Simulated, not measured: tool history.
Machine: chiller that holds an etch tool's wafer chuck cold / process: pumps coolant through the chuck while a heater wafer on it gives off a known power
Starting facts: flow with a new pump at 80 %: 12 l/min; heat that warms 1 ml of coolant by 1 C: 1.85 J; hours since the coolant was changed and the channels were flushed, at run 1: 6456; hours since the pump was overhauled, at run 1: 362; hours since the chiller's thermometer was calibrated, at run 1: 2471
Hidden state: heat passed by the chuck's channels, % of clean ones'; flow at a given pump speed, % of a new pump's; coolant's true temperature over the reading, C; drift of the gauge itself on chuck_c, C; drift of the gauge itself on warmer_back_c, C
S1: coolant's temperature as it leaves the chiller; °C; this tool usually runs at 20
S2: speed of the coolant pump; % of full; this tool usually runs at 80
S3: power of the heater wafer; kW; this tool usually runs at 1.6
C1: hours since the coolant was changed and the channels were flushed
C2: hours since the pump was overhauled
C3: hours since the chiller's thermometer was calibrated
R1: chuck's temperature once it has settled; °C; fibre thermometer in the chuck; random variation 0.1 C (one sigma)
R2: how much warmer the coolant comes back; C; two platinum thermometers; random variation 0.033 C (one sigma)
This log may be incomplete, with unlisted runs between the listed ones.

Run 1, hour 0: usual settings; C1 6456; C2 362; C3 2471. Result: R1 38.4 °C, R2 4.37 C.
Run 2, hour 39.8: usual settings; C1 6495; C2 401; C3 2511. Result: R1 38.1 °C, R2 4.3 C.
Run 3, hour 61.6: usual settings; C1 6517; C2 423; C3 2533. Result: R1 38.5 °C, R2 4.34 C.
Run 4, hour 86: usual settings; C1 6542; C2 448; C3 2557. Result: R1 38.5 °C, R2 4.32 C.
Run 5, hour 107.4: usual settings; C1 6563; C2 469; C3 2579. Result: R1 38.4 °C, R2 4.28 C.
Run 6, hour 133.7: usual settings; C1 6589; C2 495; C3 2605. Result: R1 38.4 °C, R2 4.33 C.
Run 7, hour 152.5: usual settings; C1 6608; C2 514; C3 2624. Result: R1 38.5 °C, R2 4.32 C.
Run 8, hour 183.7: usual settings; C1 6639; C2 545; C3 2655. Result: R1 38.7 °C, R2 4.36 C.
Run 9, hour 216.9: usual settings; C1 6673; C2 578; C3 2688. Result: R1 38.4 °C, R2 4.35 C.
Run 10, hour 247.2: usual settings but S1 16 °C, S2 69 % of full, S3 1.017 kW; C1 6703; C2 609; C3 2719. Result: R1 29.1 °C, R2 3.24 C.
Run 11, hour 289.7: usual settings but S1 25 °C, S2 69 % of full, S3 0.877 kW; C1 6745; C2 651; C3 2761. Result: R1 36.4 °C, R2 2.78 C.
Run 12, hour 332.1: usual settings but S1 11 °C; C1 6788; C2 694; C3 2804. Result: R1 29.7 °C, R2 4.34 C.
Run 13, hour 350.7: usual settings but S1 27 °C, S3 1.106 kW; C1 6806; C2 712; C3 2822. Result: R1 40.1 °C, R2 3.02 C.
Run 14, hour 370.5: usual settings but S1 18 °C, S2 88 % of full, S3 0.82 kW; C1 6826; C2 732; C3 2842. Result: R1 27 °C, R2 2.03 C.
Run 15, hour 393.6: usual settings but S1 29 °C, S2 81 % of full, S3 1.651 kW; C1 6849; C2 755; C3 2865. Result: R1 48.3 °C, R2 4.46 C.
Run 16, hour 433.5: usual settings but S3 1.466 kW; C1 6889; C2 795; C3 2905. Result: R1 37.3 °C, R2 3.96 C.
Run 17, hour 462.8: usual settings but S3 1.466 kW; C1 6918; C2 824; C3 2934. Result: R1 37.3 °C, R2 3.97 C.

Measured minus without-hidden-state, run by run (identical run-to-run variation in each term; gauge scatter may differ):
run    R1
  1  +2.9
  2  +2.8
  3  +2.9
  4  +2.9
  5    +3
  6    +3
  7    +3
  8    +3
  9    +3
 10  +2.1
 11  +1.8
 12  +3.1
 13  +2.2
 14  +1.5
 15  +3.2
 16  +2.9
 17  +2.9
R2: differs from the measured result by no more than 0.01 C in any run.

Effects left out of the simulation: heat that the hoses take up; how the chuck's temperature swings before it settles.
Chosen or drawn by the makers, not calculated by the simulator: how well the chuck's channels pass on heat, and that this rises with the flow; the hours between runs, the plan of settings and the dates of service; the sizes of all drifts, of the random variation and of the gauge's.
